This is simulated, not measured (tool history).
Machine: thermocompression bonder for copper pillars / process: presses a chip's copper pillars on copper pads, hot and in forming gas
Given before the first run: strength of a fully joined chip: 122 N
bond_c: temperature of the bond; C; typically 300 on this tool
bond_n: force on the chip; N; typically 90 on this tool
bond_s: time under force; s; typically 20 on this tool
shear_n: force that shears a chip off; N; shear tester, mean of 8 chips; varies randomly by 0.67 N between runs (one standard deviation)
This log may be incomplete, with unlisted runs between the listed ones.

{"run": 1, "hour": 0.0, "bond_c": 300, "bond_n": 90, "bond_s": 20, "shear_n": 43.1}
{"run": 2, "hour": 60.8, "bond_c": 300, "bond_n": 90, "bond_s": 20, "shear_n": 44.2}
{"hour": 72.8, "done": "forming gas filter changed"}
{"run": 3, "hour": 122.9, "bond_c": 300, "bond_n": 90, "bond_s": 20, "shear_n": 43.9}
{"run": 4, "hour": 207.1, "bond_c": 300, "bond_n": 90, "bond_s": 20, "shear_n": 43.9}
{"run": 5, "hour": 270.2, "bond_c": 321, "bond_n": 90, "bond_s": 20, "shear_n": 58}
{"run": 6, "hour": 307.5, "bond_c": 300, "bond_n": 90, "bond_s": 42, "shear_n": 59.8}
{"run": 7, "hour": 362.2, "bond_c": 300, "bond_n": 90, "bond_s": 42, "shear_n": 59.8}
{"run": 8, "hour": 406.8, "bond_c": 300, "bond_n": 90, "bond_s": 42, "shear_n": 58.7}
{"run": 9, "hour": 462.6, "bond_c": 300, "bond_n": 107, "bond_s": 42, "shear_n": 67.2}
{"run": 10, "hour": 502.1, "bond_c": 300, "bond_n": 107, "bond_s": 42, "shear_n": 65.9}
{"run": 11, "hour": 558.8, "bond_c": 291, "bond_n": 90, "bond_s": 20, "shear_n": 39.6}
{"run": 12, "hour": 622.6, "bond_c": 291, "bond_n": 90, "bond_s": 20, "shear_n": 39.3}
{"run": 13, "hour": 664.2, "bond_c": 300, "bond_n": 90, "bond_s": 20, "shear_n": 44}
{"hour": 710.2, "done": "forming gas filter changed"}
{"run": 14, "hour": 718.7, "bond_c": 300, "bond_n": 90, "bond_s": 20, "shear_n": 45.6}
{"run": 15, "hour": 772.4, "bond_c": 300, "bond_n": 90, "bond_s": 20, "shear_n": 45.2}
{"hour": 843.2, "done": "heater calibrated with a thermocouple chip"}
{"run": 16, "hour": 843.2, "bond_c": 300, "bond_n": 90, "bond_s": 20, "shear_n": 45.2}
{"run": 17, "hour": 918.2, "bond_c": 300, "bond_n": 90, "bond_s": 15, "shear_n": 40.3}
{"run": 18, "hour": 979.7, "bond_c": 300, "bond_n": 96, "bond_s": 20, "shear_n": 46.8}
{"run": 19, "hour": 1065.9, "bond_c": 300, "bond_n": 96, "bond_s": 20, "shear_n": 48.3}
{"run": 20, "hour": 1121.0, "bond_c": 300, "bond_n": 90, "bond_s": 18, "shear_n": 42.2}
{"run": 21, "hour": 1196.2, "bond_c": 271, "bond_n": 55, "bond_s": 20, "shear_n": 16.8}
{"run": 22, "hour": 1255.6, "bond_c": 315, "bond_n": 87, "bond_s": 19, "shear_n": 52.1}
{"run": 23, "hour": 1337.9, "bond_c": 315, "bond_n": 87, "bond_s": 19, "shear_n": 50.4}
{"hour": 1350.4, "done": "forming gas filter changed"}
{"run": 24, "hour": 1398.0, "bond_c": 300, "bond_n": 56, "bond_s": 20, "shear_n": 28.9}
{"run": 25, "hour": 1481.1, "bond_c": 325, "bond_n": 64, "bond_s": 20, "shear_n": 45.9}
{"run": 26, "hour": 1562.9, "bond_c": 325, "bond_n": 64, "bond_s": 20, "shear_n": 46.2}
{"run": 27, "hour": 1642.4, "bond_c": 325, "bond_n": 64, "bond_s": 20, "shear_n": 45.7}
{"run": 28, "hour": 1680.7, "bond_c": 325, "bond_n": 64, "bond_s": 20, "shear_n": 45.3}
{"run": 29, "hour": 1718.4, "bond_c": 325, "bond_n": 64, "bond_s": 20, "shear_n": 46.5}
{"run": 30, "hour": 1764.8, "bond_c": 325, "bond_n": 64, "bond_s": 20, "shear_n": 46.2}
{"run": 31, "hour": 1837.2, "bond_c": 325, "bond_n": 64, "bond_s": 20, "shear_n": 45.9}
{"run": 32, "hour": 1916.4, "bond_c": 292, "bond_n": 90, "bond_s": 20, "shear_n": 39.6}
{"run": 33, "hour": 1977.9, "bond_c": 300, "bond_n": 78, "bond_s": 38, "shear_n": 50.4}
{"hour": 1988.2, "done": "forming gas filter changed"}
{"run": 34, "hour": 2053.5, "bond_c": 300, "bond_n": 78, "bond_s": 38, "shear_n": 50.1}
{"run": 35, "hour": 2129.6, "bond_c": 307, "bond_n": 113, "bond_s": 28, "shear_n": 65.5}
{"run": 36, "hour": 2186.7, "bond_c": 286, "bond_n": 82, "bond_s": 20, "shear_n": 33.7}
{"run": 37, "hour": 2263.5, "bond_c": 291, "bond_n": 82, "bond_s": 50, "shear_n": 50.3}
{"run": 38, "hour": 2337.6, "bond_c": 291, "bond_n": 82, "bond_s": 50, "shear_n": 51.9}
{"run": 39, "hour": 2413.8, "bond_c": 313, "bond_n": 131, "bond_s": 39, "shear_n": 83.8}

Below are 4 alternative next runs, each starting from the tool's condition after run 39. Predict each:
{"run": "A", "hour": 2451.6, "bond_c": 279, "bond_n": 67, "bond_s": 58, "shear_n": "?"}
{"run": "B", "hour": 2451.6, "bond_c": 293, "bond_n": 62, "bond_s": 20, "shear_n": "?"}
{"run": "C", "hour": 2451.6, "bond_c": 304, "bond_n": 90, "bond_s": 20, "shear_n": "?"}
{"run": "D", "hour": 2451.6, "bond_c": 313, "bond_n": 70, "bond_s": 39, "shear_n": "?"}

run=A shear_n=39.3
run=B shear_n=28.4
run=C shear_n=45.7
run=D shear_n=54.5
Stripped of hidden state, with their random variation kept, the same runs would have yielded:
run=A shear_n=39.7
run=B shear_n=28.7
run=C shear_n=46.1
run=D shear_n=55

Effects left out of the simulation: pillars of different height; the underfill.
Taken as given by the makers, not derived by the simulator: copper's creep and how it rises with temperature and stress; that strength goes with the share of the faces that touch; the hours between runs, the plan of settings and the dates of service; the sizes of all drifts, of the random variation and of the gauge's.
